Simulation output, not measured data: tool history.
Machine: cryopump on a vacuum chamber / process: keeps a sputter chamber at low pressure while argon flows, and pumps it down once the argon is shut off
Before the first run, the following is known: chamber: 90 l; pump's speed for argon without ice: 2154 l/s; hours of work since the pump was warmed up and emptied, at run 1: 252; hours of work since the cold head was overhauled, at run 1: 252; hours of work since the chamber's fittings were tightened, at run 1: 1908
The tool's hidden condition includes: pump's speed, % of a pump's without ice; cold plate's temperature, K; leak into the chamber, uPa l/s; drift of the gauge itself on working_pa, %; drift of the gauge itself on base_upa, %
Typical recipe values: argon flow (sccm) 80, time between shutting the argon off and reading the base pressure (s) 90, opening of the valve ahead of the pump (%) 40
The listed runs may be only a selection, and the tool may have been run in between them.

run,hour,argon flow (sccm),time between shutting the argon off and reading the base pressure (s),opening of the valve ahead of the pump (%),hours of work since the pump was warmed up and emptied,hours of work since the cold head was overhauled,hours of work since the chamber's fittings were tightened,pressure while argon flows (Pa),pressure after the wait (uPa)
1,0.0,80,90,40,252,252,1908,0.1616,1.32
2,12.5,85,90,40,258,258,1914,0.1733,1.34
3,36.2,43,90,40,269,269,1925,0.0882,1.38
4,57.1,43,90,40,279,279,1935,0.0877,1.37
5,78.2,80,90,40,289,289,1945,0.1635,1.43
6,91.7,80,90,40,295,295,1951,0.1632,1.41
7,103.9,80,90,40,301,301,1957,0.1645,1.41
8,125.3,80,90,40,311,311,1967,0.1643,1.42
9,145.8,45,90,40,321,321,1977,0.0923,1.41
10,157.2,80,90,40,326,326,1983,0.1645,1.40
11,178.9,83,90,40,337,337,1993,0.1708,1.42
12,196.7,39,90,40,345,345,2001,0.0798,1.46
13,206.9,35,90,40,350,350,2006,0.0728,1.43
14,229.5,80,79,40,361,361,2017,0.1649,1.49
15,239.2,46,90,40,365,365,2021,0.0941,1.46
16,249.0,46,90,27,370,370,2026,0.1393,1.47
17,266.9,46,90,42,378,378,2035,0.0912,1.46
18,277.9,144,280,50,384,384,2040,0.2416,1.34
19,292.2,35,116,49,391,391,2047,0.0603,1.42
20,311.4,79,235,17,400,400,2056,0.3742,1.37
21,325.9,86,235,17,406,406,2063,0.4093,1.42
22,335.9,116,50,40,411,411,2067,0.2431,1.65
23,355.6,64,211,26,421,421,2077,0.1998,1.45

Each row is a separate what-if for the run after 23, all from the same tool condition, not one after another. Results?
A,378.1,64,40,24,431,431,2087,?,?
B,378.1,80,275,40,431,431,2087,?,?
C,378.1,67,22,54,431,431,2087,?,?
D,378.1,72,168,31,431,431,2087,?,?
E,378.1,80,90,20,431,431,2087,?,?

run,pressure while argon flows (Pa),pressure after the wait (uPa)
A,0.2168,1.71
B,0.1681,1.42
C,0.1053,2.07
D,0.1916,1.46
E,0.3238,1.57
Take away the tool's hidden state, keep each run's random variation, and the runs would have read:
run,pressure while argon flows (Pa),pressure after the wait (uPa)
A,0.2087,0.49
B,0.1579,0.19
C,0.0968,0.82
D,0.1824,0.23
E,0.3136,0.32
